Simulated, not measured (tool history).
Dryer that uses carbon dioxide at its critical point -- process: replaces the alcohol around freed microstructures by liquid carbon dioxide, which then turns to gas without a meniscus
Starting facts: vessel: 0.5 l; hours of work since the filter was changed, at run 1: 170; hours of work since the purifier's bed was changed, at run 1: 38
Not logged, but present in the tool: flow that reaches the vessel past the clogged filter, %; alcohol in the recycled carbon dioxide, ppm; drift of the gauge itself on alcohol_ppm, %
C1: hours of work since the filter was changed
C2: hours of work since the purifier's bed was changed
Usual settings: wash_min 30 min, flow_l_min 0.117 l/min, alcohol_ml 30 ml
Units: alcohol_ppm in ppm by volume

{"run": 1, "hour": 0.0, "wash_min": 30, "flow_l_min": 0.117, "alcohol_ml": 30, "C1": 170, "C2": 38, "alcohol_ppm": 520}
{"run": 2, "hour": 39.5, "wash_min": 30, "flow_l_min": 0.117, "alcohol_ml": 30, "C1": 183, "C2": 51, "alcohol_ppm": 549}
{"run": 3, "hour": 87.1, "wash_min": 30, "flow_l_min": 0.117, "alcohol_ml": 88, "C1": 199, "C2": 67, "alcohol_ppm": 1642}
{"run": 4, "hour": 116.3, "wash_min": 30, "flow_l_min": 0.117, "alcohol_ml": 35, "C1": 208, "C2": 76, "alcohol_ppm": 700}
{"hour": 139.9, "done": "inlet filter changed"}
{"run": 5, "hour": 163.1, "wash_min": 30, "flow_l_min": 0.117, "alcohol_ml": 30, "C1": 8, "C2": 91, "alcohol_ppm": 322}
{"run": 6, "hour": 197.1, "wash_min": 30, "flow_l_min": 0.117, "alcohol_ml": 30, "C1": 19, "C2": 103, "alcohol_ppm": 329}
{"run": 7, "hour": 227.7, "wash_min": 30, "flow_l_min": 0.117, "alcohol_ml": 30, "C1": 29, "C2": 113, "alcohol_ppm": 350}
{"run": 8, "hour": 259.4, "wash_min": 30, "flow_l_min": 0.127, "alcohol_ml": 30, "C1": 39, "C2": 123, "alcohol_ppm": 261}
{"run": 9, "hour": 301.9, "wash_min": 30, "flow_l_min": 0.127, "alcohol_ml": 30, "C1": 53, "C2": 137, "alcohol_ppm": 272}
{"run": 10, "hour": 344.3, "wash_min": 30, "flow_l_min": 0.117, "alcohol_ml": 30, "C1": 67, "C2": 151, "alcohol_ppm": 394}
{"run": 11, "hour": 397.5, "wash_min": 30, "flow_l_min": 0.117, "alcohol_ml": 27, "C1": 85, "C2": 168, "alcohol_ppm": 406}
{"run": 12, "hour": 432.1, "wash_min": 30, "flow_l_min": 0.109, "alcohol_ml": 27, "C1": 96, "C2": 180, "alcohol_ppm": 571}
{"run": 13, "hour": 470.3, "wash_min": 30, "flow_l_min": 0.117, "alcohol_ml": 51, "C1": 109, "C2": 192, "alcohol_ppm": 779}
{"run": 14, "hour": 521.9, "wash_min": 30, "flow_l_min": 0.117, "alcohol_ml": 51, "C1": 125, "C2": 209, "alcohol_ppm": 789}
{"run": 15, "hour": 550.4, "wash_min": 30, "flow_l_min": 0.117, "alcohol_ml": 30, "C1": 135, "C2": 219, "alcohol_ppm": 524}
{"run": 16, "hour": 599.1, "wash_min": 30, "flow_l_min": 0.117, "alcohol_ml": 30, "C1": 151, "C2": 235, "alcohol_ppm": 564}
{"run": 17, "hour": 635.0, "wash_min": 30, "flow_l_min": 0.117, "alcohol_ml": 30, "C1": 163, "C2": 246, "alcohol_ppm": 577}
{"run": 18, "hour": 679.8, "wash_min": 28, "flow_l_min": 0.117, "alcohol_ml": 30, "C1": 177, "C2": 261, "alcohol_ppm": 801}
{"run": 19, "hour": 719.5, "wash_min": 28, "flow_l_min": 0.117, "alcohol_ml": 30, "C1": 190, "C2": 274, "alcohol_ppm": 822}
{"run": 20, "hour": 758.8, "wash_min": 28, "flow_l_min": 0.117, "alcohol_ml": 30, "C1": 203, "C2": 287, "alcohol_ppm": 860}
{"hour": 798.3, "done": "inlet filter changed"}
{"run": 21, "hour": 806.5, "wash_min": 28, "flow_l_min": 0.117, "alcohol_ml": 30, "C1": 3, "C2": 302, "alcohol_ppm": 510}
{"run": 22, "hour": 848.7, "wash_min": 30, "flow_l_min": 0.117, "alcohol_ml": 51, "C1": 17, "C2": 316, "alcohol_ppm": 632}
{"run": 23, "hour": 886.0, "wash_min": 30, "flow_l_min": 0.117, "alcohol_ml": 51, "C1": 29, "C2": 328, "alcohol_ppm": 639}
{"run": 24, "hour": 926.2, "wash_min": 30, "flow_l_min": 0.153, "alcohol_ml": 22, "C1": 42, "C2": 342, "alcohol_ppm": 174}
{"run": 25, "hour": 949.8, "wash_min": 30, "flow_l_min": 0.153, "alcohol_ml": 22, "C1": 50, "C2": 349, "alcohol_ppm": 189}
{"run": 26, "hour": 995.7, "wash_min": 30, "flow_l_min": 0.153, "alcohol_ml": 22, "C1": 65, "C2": 364, "alcohol_ppm": 192}
{"run": 27, "hour": 1033.3, "wash_min": 30, "flow_l_min": 0.153, "alcohol_ml": 22, "C1": 77, "C2": 377, "alcohol_ppm": 201}
{"run": 28, "hour": 1078.5, "wash_min": 20, "flow_l_min": 0.166, "alcohol_ml": 91, "C1": 92, "C2": 392, "alcohol_ppm": 1727}
{"run": 29, "hour": 1126.5, "wash_min": 44, "flow_l_min": 0.145, "alcohol_ml": 61, "C1": 108, "C2": 407, "alcohol_ppm": 164}
{"run": 30, "hour": 1155.4, "wash_min": 44, "flow_l_min": 0.145, "alcohol_ml": 61, "C1": 117, "C2": 417, "alcohol_ppm": 177}
{"run": 31, "hour": 1180.9, "wash_min": 24, "flow_l_min": 0.151, "alcohol_ml": 58, "C1": 126, "C2": 425, "alcohol_ppm": 895}
{"run": 32, "hour": 1239.3, "wash_min": 30, "flow_l_min": 0.155, "alcohol_ml": 30, "C1": 145, "C2": 444, "alcohol_ppm": 264}
{"run": 33, "hour": 1291.8, "wash_min": 30, "flow_l_min": 0.155, "alcohol_ml": 49, "C1": 162, "C2": 462, "alcohol_ppm": 349}
{"run": 34, "hour": 1342.5, "wash_min": 26, "flow_l_min": 0.075, "alcohol_ml": 30, "C1": 179, "C2": 478, "alcohol_ppm": 4295}
{"run": 35, "hour": 1371.8, "wash_min": 26, "flow_l_min": 0.075, "alcohol_ml": 30, "C1": 188, "C2": 488, "alcohol_ppm": 4345}
{"run": 36, "hour": 1426.0, "wash_min": 34, "flow_l_min": 0.075, "alcohol_ml": 20, "C1": 206, "C2": 506, "alcohol_ppm": 1498}
{"hour": 1455.1, "done": "inlet filter changed"}
{"run": 37, "hour": 1462.3, "wash_min": 18, "flow_l_min": 0.13, "alcohol_ml": 21, "C1": 2, "C2": 517, "alcohol_ppm": 1337}
{"run": 38, "hour": 1510.7, "wash_min": 18, "flow_l_min": 0.13, "alcohol_ml": 21, "C1": 18, "C2": 533, "alcohol_ppm": 1353}
{"run": 39, "hour": 1562.8, "wash_min": 41, "flow_l_min": 0.096, "alcohol_ml": 46, "C1": 35, "C2": 550, "alcohol_ppm": 429}
{"run": 40, "hour": 1614.9, "wash_min": 41, "flow_l_min": 0.096, "alcohol_ml": 46, "C1": 52, "C2": 567, "alcohol_ppm": 450}
{"run": 41, "hour": 1645.4, "wash_min": 21, "flow_l_min": 0.161, "alcohol_ml": 76, "C1": 62, "C2": 577, "alcohol_ppm": 1269}
{"run": 42, "hour": 1698.5, "wash_min": 21, "flow_l_min": 0.161, "alcohol_ml": 76, "C1": 80, "C2": 595, "alcohol_ppm": 1308}
{"run": 43, "hour": 1751.4, "wash_min": 32, "flow_l_min": 0.077, "alcohol_ml": 56, "C1": 97, "C2": 612, "alcohol_ppm": 3259}
{"run": 44, "hour": 1801.6, "wash_min": 32, "flow_l_min": 0.077, "alcohol_ml": 56, "C1": 114, "C2": 629, "alcohol_ppm": 3451}
{"run": 45, "hour": 1826.9, "wash_min": 30, "flow_l_min": 0.117, "alcohol_ml": 21, "C1": 122, "C2": 637, "alcohol_ppm": 520}
{"run": 46, "hour": 1875.6, "wash_min": 30, "flow_l_min": 0.132, "alcohol_ml": 22, "C1": 138, "C2": 653, "alcohol_ppm": 414}

Branching from run 46: 4 alternative next runs. What would each branch give?
{"run": "A", "hour": 1910.0, "wash_min": 24, "flow_l_min": 0.116, "alcohol_ml": 29, "C1": 149, "C2": 664, "alcohol_ppm": "?"}
{"run": "B", "hour": 1910.0, "wash_min": 30, "flow_l_min": 0.117, "alcohol_ml": 30, "C1": 149, "C2": 664, "alcohol_ppm": "?"}
{"run": "C", "hour": 1910.0, "wash_min": 31, "flow_l_min": 0.095, "alcohol_ml": 22, "C1": 149, "C2": 664, "alcohol_ppm": "?"}
{"run": "D", "hour": 1910.0, "wash_min": 29, "flow_l_min": 0.076, "alcohol_ml": 32, "C1": 149, "C2": 664, "alcohol_ppm": "?"}

run=A alcohol_ppm=1487
run=B alcohol_ppm=688
run=C alcohol_ppm=952
run=D alcohol_ppm=3154
What these runs would have given with no unlogged condition in the tool:
run=A alcohol_ppm=805
run=B alcohol_ppm=264
run=C alcohol_ppm=449
run=D alcohol_ppm=2052
